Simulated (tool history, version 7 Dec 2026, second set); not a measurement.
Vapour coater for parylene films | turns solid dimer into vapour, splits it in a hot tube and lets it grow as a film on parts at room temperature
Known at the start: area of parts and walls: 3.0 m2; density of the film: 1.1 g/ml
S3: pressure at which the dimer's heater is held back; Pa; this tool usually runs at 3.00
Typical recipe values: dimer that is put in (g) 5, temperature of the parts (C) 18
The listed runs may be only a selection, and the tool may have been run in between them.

run 1 hour=0.0 | dimer_that_is_put_in_(g)=5 temperature_of_the_parts_(C)=18 S3=3.00 | thickness_of_the_film_(µm)=1.18
run 2 hour=34.5 | dimer_that_is_put_in_(g)=5 temperature_of_the_parts_(C)=18 S3=3.00 | thickness_of_the_film_(µm)=1.14
run 3 hour=98.4 | dimer_that_is_put_in_(g)=5 temperature_of_the_parts_(C)=18 S3=3.00 | thickness_of_the_film_(µm)=1.14
run 4 hour=178.0 | dimer_that_is_put_in_(g)=5 temperature_of_the_parts_(C)=18 S3=2.37 | thickness_of_the_film_(µm)=1.17
run 5 hour=223.0 | dimer_that_is_put_in_(g)=5 temperature_of_the_parts_(C)=18 S3=2.37 | thickness_of_the_film_(µm)=1.18
run 6 hour=294.9 | dimer_that_is_put_in_(g)=5 temperature_of_the_parts_(C)=18 S3=2.37 | thickness_of_the_film_(µm)=1.13
run 7 hour=352.9 | dimer_that_is_put_in_(g)=5 temperature_of_the_parts_(C)=18 S3=2.37 | thickness_of_the_film_(µm)=1.09
run 8 hour=436.5 | dimer_that_is_put_in_(g)=5 temperature_of_the_parts_(C)=18 S3=3.00 | thickness_of_the_film_(µm)=1.08
run 9 hour=504.2 | dimer_that_is_put_in_(g)=5 temperature_of_the_parts_(C)=25 S3=3.00 | thickness_of_the_film_(µm)=0.92
run 10 hour=540.8 | dimer_that_is_put_in_(g)=5 temperature_of_the_parts_(C)=25 S3=3.00 | thickness_of_the_film_(µm)=0.93
run 11 hour=591.6 | dimer_that_is_put_in_(g)=5 temperature_of_the_parts_(C)=25 S3=3.00 | thickness_of_the_film_(µm)=0.90
-- hour=604.8 trap's valve overhauled
run 12 hour=673.7 | dimer_that_is_put_in_(g)=5 temperature_of_the_parts_(C)=18 S3=3.00 | thickness_of_the_film_(µm)=1.20
run 13 hour=745.2 | dimer_that_is_put_in_(g)=5 temperature_of_the_parts_(C)=18 S3=3.00 | thickness_of_the_film_(µm)=1.15
run 14 hour=805.4 | dimer_that_is_put_in_(g)=5 temperature_of_the_parts_(C)=18 S3=3.00 | thickness_of_the_film_(µm)=1.18
run 15 hour=844.7 | dimer_that_is_put_in_(g)=5 temperature_of_the_parts_(C)=11 S3=3.00 | thickness_of_the_film_(µm)=1.30
run 16 hour=891.0 | dimer_that_is_put_in_(g)=5 temperature_of_the_parts_(C)=11 S3=3.00 | thickness_of_the_film_(µm)=1.32
run 17 hour=932.8 | dimer_that_is_put_in_(g)=5 temperature_of_the_parts_(C)=11 S3=3.00 | thickness_of_the_film_(µm)=1.24
run 18 hour=977.1 | dimer_that_is_put_in_(g)=5 temperature_of_the_parts_(C)=11 S3=3.00 | thickness_of_the_film_(µm)=1.26
run 19 hour=1046.7 | dimer_that_is_put_in_(g)=5 temperature_of_the_parts_(C)=11 S3=3.00 | thickness_of_the_film_(µm)=1.23
run 20 hour=1110.9 | dimer_that_is_put_in_(g)=5 temperature_of_the_parts_(C)=11 S3=3.00 | thickness_of_the_film_(µm)=1.19
run 21 hour=1190.5 | dimer_that_is_put_in_(g)=5 temperature_of_the_parts_(C)=11 S3=3.00 | thickness_of_the_film_(µm)=1.17
run 22 hour=1270.2 | dimer_that_is_put_in_(g)=5 temperature_of_the_parts_(C)=11 S3=5.37 | thickness_of_the_film_(µm)=1.05
-- hour=1332.5 trap's valve overhauled
run 23 hour=1352.0 | dimer_that_is_put_in_(g)=5 temperature_of_the_parts_(C)=10 S3=5.37 | thickness_of_the_film_(µm)=1.27
run 24 hour=1391.0 | dimer_that_is_put_in_(g)=5 temperature_of_the_parts_(C)=20 S3=3.00 | thickness_of_the_film_(µm)=1.16
run 25 hour=1459.7 | dimer_that_is_put_in_(g)=6 temperature_of_the_parts_(C)=18 S3=3.00 | thickness_of_the_film_(µm)=1.38
run 26 hour=1534.6 | dimer_that_is_put_in_(g)=4 temperature_of_the_parts_(C)=18 S3=4.42 | thickness_of_the_film_(µm)=0.88
run 27 hour=1591.5 | dimer_that_is_put_in_(g)=3 temperature_of_the_parts_(C)=24 S3=3.80 | thickness_of_the_film_(µm)=0.60
run 28 hour=1647.2 | dimer_that_is_put_in_(g)=3 temperature_of_the_parts_(C)=24 S3=3.80 | thickness_of_the_film_(µm)=0.57
run 29 hour=1717.5 | dimer_that_is_put_in_(g)=5 temperature_of_the_parts_(C)=18 S3=9.14 | thickness_of_the_film_(µm)=0.90
run 30 hour=1792.8 | dimer_that_is_put_in_(g)=5 temperature_of_the_parts_(C)=18 S3=9.14 | thickness_of_the_film_(µm)=0.85
run 31 hour=1868.1 | dimer_that_is_put_in_(g)=5 temperature_of_the_parts_(C)=26 S3=4.55 | thickness_of_the_film_(µm)=0.82
run 32 hour=1917.7 | dimer_that_is_put_in_(g)=3 temperature_of_the_parts_(C)=10 S3=8.42 | thickness_of_the_film_(µm)=0.61
run 33 hour=1956.6 | dimer_that_is_put_in_(g)=4 temperature_of_the_parts_(C)=15 S3=7.74 | thickness_of_the_film_(µm)=0.74
run 34 hour=2019.3 | dimer_that_is_put_in_(g)=4 temperature_of_the_parts_(C)=15 S3=7.74 | thickness_of_the_film_(µm)=0.72
-- hour=2061.1 trap's valve overhauled
run 35 hour=2099.2 | dimer_that_is_put_in_(g)=4 temperature_of_the_parts_(C)=15 S3=7.74 | thickness_of_the_film_(µm)=0.84
run 36 hour=2176.0 | dimer_that_is_put_in_(g)=2 temperature_of_the_parts_(C)=10 S3=3.00 | thickness_of_the_film_(µm)=0.53
run 37 hour=2223.3 | dimer_that_is_put_in_(g)=3 temperature_of_the_parts_(C)=12 S3=9.50 | thickness_of_the_film_(µm)=0.62
run 38 hour=2306.9 | dimer_that_is_put_in_(g)=3 temperature_of_the_parts_(C)=12 S3=9.50 | thickness_of_the_film_(µm)=0.59
run 39 hour=2367.5 | dimer_that_is_put_in_(g)=5 temperature_of_the_parts_(C)=11 S3=3.24 | thickness_of_the_film_(µm)=1.25
run 40 hour=2435.1 | dimer_that_is_put_in_(g)=5 temperature_of_the_parts_(C)=28 S3=2.81 | thickness_of_the_film_(µm)=0.93
run 41 hour=2509.2 | dimer_that_is_put_in_(g)=5 temperature_of_the_parts_(C)=28 S3=2.81 | thickness_of_the_film_(µm)=0.91
run 42 hour=2581.7 | dimer_that_is_put_in_(g)=5 temperature_of_the_parts_(C)=28 S3=2.81 | thickness_of_the_film_(µm)=0.89
run 43 hour=2659.8 | dimer_that_is_put_in_(g)=5 temperature_of_the_parts_(C)=28 S3=2.81 | thickness_of_the_film_(µm)=0.92
run 44 hour=2721.4 | dimer_that_is_put_in_(g)=8 temperature_of_the_parts_(C)=28 S3=2.81 | thickness_of_the_film_(µm)=1.39
run 45 hour=2767.5 | dimer_that_is_put_in_(g)=5 temperature_of_the_parts_(C)=10 S3=2.05 | thickness_of_the_film_(µm)=1.22
-- hour=2791.5 trap's valve overhauled
-- hour=2792.5 table's thermometer calibrated
run 46 hour=2814.3 | dimer_that_is_put_in_(g)=8 temperature_of_the_parts_(C)=24 S3=8.37 | thickness_of_the_film_(µm)=1.46
run 47 hour=2869.7 | dimer_that_is_put_in_(g)=6 temperature_of_the_parts_(C)=19 S3=8.12 | thickness_of_the_film_(µm)=1.17

Forecast each of these 4 alternatives for the next run:
run A hour=2910.1 | dimer_that_is_put_in_(g)=2 temperature_of_the_parts_(C)=19 S3=2.74 | thickness_of_the_film_(µm)=?
run B hour=2910.1 | dimer_that_is_put_in_(g)=5 temperature_of_the_parts_(C)=19 S3=2.90 | thickness_of_the_film_(µm)=?
run C hour=2910.1 | dimer_that_is_put_in_(g)=5 temperature_of_the_parts_(C)=19 S3=8.12 | thickness_of_the_film_(µm)=?
run D hour=2910.1 | dimer_that_is_put_in_(g)=6 temperature_of_the_parts_(C)=19 S3=2.35 | thickness_of_the_film_(µm)=?

run=A thickness_of_the_film_(µm)=0.45
run=B thickness_of_the_film_(µm)=1.14
run=C thickness_of_the_film_(µm)=0.98
run=D thickness_of_the_film_(µm)=1.42
What these runs would have given with no unlogged condition in the tool:
run=A thickness_of_the_film_(µm)=0.46
run=B thickness_of_the_film_(µm)=1.17
run=C thickness_of_the_film_(µm)=1.01
run=D thickness_of_the_film_(µm)=1.46

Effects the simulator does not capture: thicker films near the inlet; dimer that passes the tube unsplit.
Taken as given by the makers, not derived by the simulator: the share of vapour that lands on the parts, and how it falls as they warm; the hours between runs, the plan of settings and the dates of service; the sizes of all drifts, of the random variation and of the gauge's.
